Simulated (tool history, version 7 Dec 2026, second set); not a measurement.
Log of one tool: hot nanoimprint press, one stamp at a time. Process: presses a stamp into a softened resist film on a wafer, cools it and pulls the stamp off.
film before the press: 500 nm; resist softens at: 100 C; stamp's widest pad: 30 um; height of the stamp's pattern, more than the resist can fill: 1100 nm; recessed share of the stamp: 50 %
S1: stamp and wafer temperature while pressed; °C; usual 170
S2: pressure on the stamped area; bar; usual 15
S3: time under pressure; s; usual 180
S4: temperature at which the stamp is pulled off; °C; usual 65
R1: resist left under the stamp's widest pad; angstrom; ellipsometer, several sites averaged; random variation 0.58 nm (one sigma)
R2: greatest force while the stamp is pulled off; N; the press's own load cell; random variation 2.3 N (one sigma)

{"run": 1, "day": 0.0, "S1": 170, "S2": 15, "S3": 180, "S4": 65, "R1": 1773, "R2": 143}
{"run": 2, "day": 0.871, "S1": 170, "S2": 15, "S3": 90, "S4": 65, "R1": 2246, "R2": 149}
{"run": 3, "day": 1.95, "S1": 170, "S2": 15, "S3": 180, "S4": 65, "R1": 1785, "R2": 151}
{"run": 4, "day": 3.221, "S1": 170, "S2": 15, "S3": 109, "S4": 65, "R1": 2103, "R2": 151}
{"run": 5, "day": 4.633, "S1": 170, "S2": 15, "S3": 109, "S4": 65, "R1": 2122, "R2": 147}
{"run": 6, "day": 5.308, "S1": 170, "S2": 15, "S3": 109, "S4": 65, "R1": 2121, "R2": 144}
{"day": 5.9, "done": "stamp cleaned and given a new release coat"}
{"run": 7, "day": 6.562, "S1": 170, "S2": 15, "S3": 180, "S4": 51, "R1": 1781, "R2": 126}
{"run": 8, "day": 7.283, "S1": 170, "S2": 15, "S3": 180, "S4": 65, "R1": 1785, "R2": 106}
{"run": 9, "day": 8.471, "S1": 170, "S2": 15, "S3": 180, "S4": 65, "R1": 1784, "R2": 107}
{"run": 10, "day": 9.55, "S1": 170, "S2": 15, "S3": 180, "S4": 53, "R1": 1788, "R2": 129}
{"day": 9.775, "done": "plate thermocouple calibrated"}
{"run": 11, "day": 10.55, "S1": 170, "S2": 15, "S3": 180, "S4": 63, "R1": 1799, "R2": 111}
{"run": 12, "day": 11.604, "S1": 170, "S2": 15, "S3": 180, "S4": 63, "R1": 1796, "R2": 116}
{"run": 13, "day": 12.65, "S1": 170, "S2": 15, "S3": 180, "S4": 63, "R1": 1818, "R2": 112}
{"run": 14, "day": 13.262, "S1": 170, "S2": 15, "S3": 180, "S4": 63, "R1": 1799, "R2": 122}
{"run": 15, "day": 14.654, "S1": 170, "S2": 15, "S3": 180, "S4": 63, "R1": 1817, "R2": 122}
{"run": 16, "day": 15.554, "S1": 170, "S2": 15, "S3": 180, "S4": 65, "R1": 1815, "R2": 113}
{"run": 17, "day": 16.579, "S1": 170, "S2": 16.3, "S3": 267, "S4": 72, "R1": 1507, "R2": 106}
{"run": 18, "day": 17.838, "S1": 170, "S2": 16.3, "S3": 144, "S4": 53, "R1": 1887, "R2": 143}
{"day": 18.204, "done": "plate thermocouple calibrated, once more"}
{"run": 19, "day": 18.667, "S1": 160, "S2": 15, "S3": 180, "S4": 70, "R1": 2472, "R2": 112}
{"run": 20, "day": 20.104, "S1": 160, "S2": 15, "S3": 180, "S4": 70, "R1": 2461, "R2": 117}
{"run": 21, "day": 21.208, "S1": 160, "S2": 23.7, "S3": 255, "S4": 70, "R1": 1699, "R2": 122}
{"run": 22, "day": 22.033, "S1": 181, "S2": 19.6, "S3": 205, "S4": 51, "R1": 1011, "R2": 147}
{"run": 23, "day": 23.071, "S1": 166, "S2": 23.5, "S3": 102, "S4": 69, "R1": 1902, "R2": 116}
{"run": 24, "day": 24.075, "S1": 166, "S2": 23.5, "S3": 102, "S4": 69, "R1": 1901, "R2": 123}
{"run": 25, "day": 25.346, "S1": 166, "S2": 21.4, "S3": 102, "S4": 57, "R1": 2008, "R2": 144}
{"run": 26, "day": 26.754, "S1": 173, "S2": 13.4, "S3": 180, "S4": 65, "R1": 1707, "R2": 134}
{"run": 27, "day": 28.129, "S1": 170, "S2": 14.4, "S3": 195, "S4": 56, "R1": 1755, "R2": 152}
{"run": 28, "day": 28.821, "S1": 178, "S2": 15, "S3": 180, "S4": 56, "R1": 1371, "R2": 148}
{"run": 29, "day": 29.975, "S1": 158, "S2": 12.7, "S3": 206, "S4": 67, "R1": 2771, "R2": 131}
{"run": 30, "day": 31.1, "S1": 163, "S2": 19.3, "S3": 113, "S4": 52, "R1": 2293, "R2": 168}
{"run": 31, "day": 32.254, "S1": 170, "S2": 17.6, "S3": 180, "S4": 51, "R1": 1620, "R2": 171}

3 ways to go on from here, each from the tool as it stands after run 31. What would each give?
{"run": "A", "day": 33.283, "S1": 170, "S2": 9.9, "S3": 224, "S4": 65, "R1": "?", "R2": "?"}
{"run": "B", "day": 33.283, "S1": 170, "S2": 14.1, "S3": 120, "S4": 50, "R1": "?", "R2": "?"}
{"run": "C", "day": 33.283, "S1": 170, "S2": 9.9, "S3": 180, "S4": 51, "R1": "?", "R2": "?"}

run=A R1=2087 R2=145
run=B R1=2110 R2=167
run=C R1=2239 R2=163
Without the tool's hidden state the same runs would have given:
run=A R1=2070 R2=105
run=B R1=2091 R2=121
run=C R1=2221 R2=118
